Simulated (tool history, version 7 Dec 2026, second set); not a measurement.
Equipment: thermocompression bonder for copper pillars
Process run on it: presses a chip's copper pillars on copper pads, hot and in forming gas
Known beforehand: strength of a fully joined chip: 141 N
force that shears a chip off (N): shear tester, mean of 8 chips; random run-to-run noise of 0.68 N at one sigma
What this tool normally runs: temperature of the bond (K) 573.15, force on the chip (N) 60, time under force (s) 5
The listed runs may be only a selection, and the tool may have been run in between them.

run,hour,temperature of the bond (K),force on the chip (N),time under force (s),force that shears a chip off (N)
1,0.0,573.15,60,5,71.7
2,58.4,573.15,60,5,69.4
# hour 99.4: forming gas filter changed
3,111.1,573.15,60,5,71.4
4,140.0,573.15,60,4,65.0
5,177.4,573.15,60,4,65.1
6,242.2,573.15,60,3,59.2
7,291.1,573.15,60,3,56.9
# hour 344.6: forming gas filter changed
8,347.7,573.15,60,3,58.8
9,387.7,573.15,41,5,55.2
10,432.7,573.15,60,5,68.7
11,482.3,573.15,60,5,68.4
12,514.2,573.15,60,5,68.0
13,549.4,559.15,70,3,52.7
# hour 589.7: forming gas filter changed
14,598.0,573.15,60,9,82.7
15,629.9,599.15,66,4,89.6
# hour 636.2: heater calibrated with a thermocouple chip
16,692.1,603.15,66,3,85.2
17,748.1,560.15,70,5,63.9
18,806.1,546.15,89,5,61.8
# hour 836.1: forming gas filter changed
19,837.9,546.15,89,5,62.2
# hour 876.5: heater calibrated with a thermocouple chip, once more
20,882.0,573.15,60,10,90.6
21,931.3,595.15,80,13,124.3
22,968.6,562.15,80,4,69.4
23,1024.9,574.15,59,3,59.2

Predict the results of run 24:
24,1059.6,573.15,45,5,?

Run 24 gave force that shears a chip off (N) 57.4.
Had the tool carried no hidden state, the very same run would have given force that shears a chip off (N) 57.8.

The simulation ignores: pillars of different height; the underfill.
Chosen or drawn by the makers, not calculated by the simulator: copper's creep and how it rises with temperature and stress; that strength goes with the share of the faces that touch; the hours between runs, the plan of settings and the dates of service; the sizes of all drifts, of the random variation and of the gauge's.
